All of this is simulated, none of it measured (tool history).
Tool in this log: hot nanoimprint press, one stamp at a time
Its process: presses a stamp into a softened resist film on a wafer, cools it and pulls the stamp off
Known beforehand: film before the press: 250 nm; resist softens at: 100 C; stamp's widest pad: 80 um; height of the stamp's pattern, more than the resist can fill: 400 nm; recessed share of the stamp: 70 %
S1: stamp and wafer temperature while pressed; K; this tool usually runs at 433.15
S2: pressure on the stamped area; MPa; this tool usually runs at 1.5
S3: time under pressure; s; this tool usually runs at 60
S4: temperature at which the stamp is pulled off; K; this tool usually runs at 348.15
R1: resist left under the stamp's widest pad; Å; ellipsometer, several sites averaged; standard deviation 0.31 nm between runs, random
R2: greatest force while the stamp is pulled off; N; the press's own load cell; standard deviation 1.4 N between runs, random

run,hour,S1,S2,S3,S4,R1,R2
1,0,433.15,1.5,60,348.15,1101,141
2,8.4,433.15,1.5,102,348.15,912,143
3,15,433.15,1.5,102,348.15,915,140
4,21,433.15,1.5,102,348.15,913,144
5,31.9,433.15,1.5,50,348.15,1182,147
6,43.3,433.15,1.5,50,348.15,1186,145
7,51.9,433.15,1.5,50,348.15,1186,146
8,59.8,433.15,1.5,50,336.15,1184,176
9,69.5,433.15,1.5,50,336.15,1182,179
10,76,433.15,2.37,60,345.15,879,158
11,81.3,433.15,1.59,35,348.15,1298,149

Run 12, settings as shown, results not yet in. Your forecast:
12,88,433.15,1.59,35,348.15,?,?

{"run 12": {"R1": 1301, "R2": 150}}
With no hidden state in the tool, this same run would have given R1 1240 Å, R2 128 N.
